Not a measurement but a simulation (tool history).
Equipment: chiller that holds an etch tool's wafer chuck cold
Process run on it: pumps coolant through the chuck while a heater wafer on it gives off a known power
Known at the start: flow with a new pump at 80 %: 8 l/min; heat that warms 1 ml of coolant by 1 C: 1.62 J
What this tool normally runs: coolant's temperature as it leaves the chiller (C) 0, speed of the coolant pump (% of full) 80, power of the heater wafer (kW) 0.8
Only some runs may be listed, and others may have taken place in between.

run	day	coolant's temperature as it leaves the chiller (C)	speed of the coolant pump (% of full)	power of the heater wafer (kW)	chuck's temperature once it has settled (C)	how much warmer the coolant comes back (C)
1	0	0	80	0.8	8.5	3.76
2	1.154	0	80	0.8	8.4	3.76
3	2.775	0	80	0.621	6.5	2.94
4	3.838	0	80	0.621	6.7	2.96
5	5.621	0	80	0.621	6.6	2.92
6	6.967	0	80	0.621	6.4	2.88
7	8.538	6	80	0.621	12.4	2.99
8	10.004	0	80	0.557	5.9	2.69
9	10.767	0	80	0.557	5.9	2.68
10	11.917	0	80	0.603	6.4	2.85
11	13.054	0	80	0.603	6.3	2.81
12	14.575	0	80	0.978	10.4	4.62
13	15.733	0	80	0.978	10.4	4.62
14	17.462	0	80	0.978	10.4	4.59
15	18.242	0	80	0.978	10.4	4.65
16	19.279	0	80	0.978	10.4	4.69
17	20.425	0	80	0.418	4.5	1.99
18	21.579	8	66	1.079	21.2	6.2
19	22.992	0	61	0.8	10.3	4.99
20	24.279	0	91	0.977	9.5	4.05
21	25.988	1	93	0.939	10.2	3.82
22	27.625	-1	80	0.42	3.4	1.96
23	28.912	-1	80	0.42	3.4	1.93
24	30.017	-1	80	0.463	3.9	2.24
25	30.854	5	80	0.8	13.6	3.9
26	31.679	5	80	0.8	13.5	3.84
27	33.104	-6	62	1.086	7.8	6.75
# day 33.996: coolant changed, channels flushed
28	34.688	-6	62	1.086	6.6	6.66
29	35.708	-2	95	0.687	4.1	2.77
30	37	-6	80	0.8	1.8	3.78
31	38.583	-1	80	0.8	6.8	3.78

Measured minus without-hidden-state, run by run (identical run-to-run variation in each term; gauge scatter may differ):
Hidden state present: heat passed by the chuck's channels, % of clean ones'; flow at a given pump speed, % of a new pump's; coolant's true temperature over the reading, C; drift of the gauge itself on chuck_c, C; drift of the gauge itself on warmer_back_c, C.
run	chuck's temperature once it has settled (C)	how much warmer the coolant comes back (C)
1	+0.7	+0.08
2	+0.7	+0.08
3	+0.6	+0.06
4	+0.5	+0.06
5	+0.5	+0.06
6	+0.5	+0.07
7	+0.5	+0.06
8	+0.5	+0.06
9	+0.5	+0.06
10	+0.5	+0.07
11	+0.5	+0.07
12	+0.9	+0.12
13	+0.9	+0.11
14	+1	+0.12
15	+1	+0.12
16	+1	+0.13
17	+0.3	+0.05
18	+1.3	+0.17
19	+0.9	+0.14
20	+0.9	+0.11
21	+0.9	+0.11
22	+0.3	+0.06
23	+0.4	+0.06
24	+0.4	+0.06
25	+0.8	+0.11
26	+0.8	+0.12
27	+1.4	+0.21
28	+0.1	+0.21
29	-0.1	+0.09
30	+0	+0.12
31	-0.1	+0.12
